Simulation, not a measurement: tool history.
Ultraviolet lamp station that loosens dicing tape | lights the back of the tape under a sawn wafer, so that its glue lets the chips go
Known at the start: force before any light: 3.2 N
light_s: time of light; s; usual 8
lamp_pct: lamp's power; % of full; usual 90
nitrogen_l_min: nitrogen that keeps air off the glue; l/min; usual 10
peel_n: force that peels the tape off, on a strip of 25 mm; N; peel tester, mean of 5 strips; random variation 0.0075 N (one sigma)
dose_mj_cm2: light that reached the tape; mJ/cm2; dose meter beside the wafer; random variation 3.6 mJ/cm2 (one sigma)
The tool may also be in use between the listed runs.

run 1 hour=0.0 | light_s=8 lamp_pct=90 nitrogen_l_min=10 | peel_n=0.329 dose_mj_cm2=557
run 2 hour=11.8 | light_s=8 lamp_pct=90 nitrogen_l_min=10 | peel_n=0.322 dose_mj_cm2=552
run 3 hour=19.6 | light_s=8 lamp_pct=90 nitrogen_l_min=10 | peel_n=0.349 dose_mj_cm2=552
run 4 hour=31.1 | light_s=8 lamp_pct=90 nitrogen_l_min=10 | peel_n=0.339 dose_mj_cm2=557
run 5 hour=43.5 | light_s=8 lamp_pct=90 nitrogen_l_min=10 | peel_n=0.328 dose_mj_cm2=551
run 6 hour=53.0 | light_s=8 lamp_pct=90 nitrogen_l_min=10 | peel_n=0.348 dose_mj_cm2=555
run 7 hour=59.8 | light_s=8 lamp_pct=90 nitrogen_l_min=10 | peel_n=0.340 dose_mj_cm2=550
run 8 hour=66.3 | light_s=8 lamp_pct=90 nitrogen_l_min=7 | peel_n=0.412 dose_mj_cm2=544
run 9 hour=76.8 | light_s=7 lamp_pct=71 nitrogen_l_min=5 | peel_n=0.833 dose_mj_cm2=378
-- hour=78.2 window cleaned of glue's vapour
run 10 hour=86.8 | light_s=7 lamp_pct=71 nitrogen_l_min=5 | peel_n=0.876 dose_mj_cm2=373
run 11 hour=93.2 | light_s=11 lamp_pct=100 nitrogen_l_min=10 | peel_n=0.152 dose_mj_cm2=834
run 12 hour=101.5 | light_s=8 lamp_pct=77 nitrogen_l_min=17 | peel_n=0.393 dose_mj_cm2=462
run 13 hour=112.3 | light_s=5 lamp_pct=79 nitrogen_l_min=8 | peel_n=0.965 dose_mj_cm2=296
run 14 hour=122.0 | light_s=5 lamp_pct=79 nitrogen_l_min=8 | peel_n=0.977 dose_mj_cm2=298

Some steps in peel_n between neighbouring runs. How much of each would the tool show without its hidden state too (settings, what came in, random variation), and how much is left for the hidden state, with any gauge scatter that isn't in both results?
The hidden state here: lamp's light, % of a new lamp's; light that the window lets through, % of a clean one's; drift of the gauge itself on peel_n, %; drift of the gauge itself on dose_mj_cm2, %.
Run 10 -> 11: light_s 7 -> 11, lamp_pct 71 -> 100, nitrogen_l_min 5 -> 10. peel_n -0.724 N: hidden state -0.091, all else -0.633.

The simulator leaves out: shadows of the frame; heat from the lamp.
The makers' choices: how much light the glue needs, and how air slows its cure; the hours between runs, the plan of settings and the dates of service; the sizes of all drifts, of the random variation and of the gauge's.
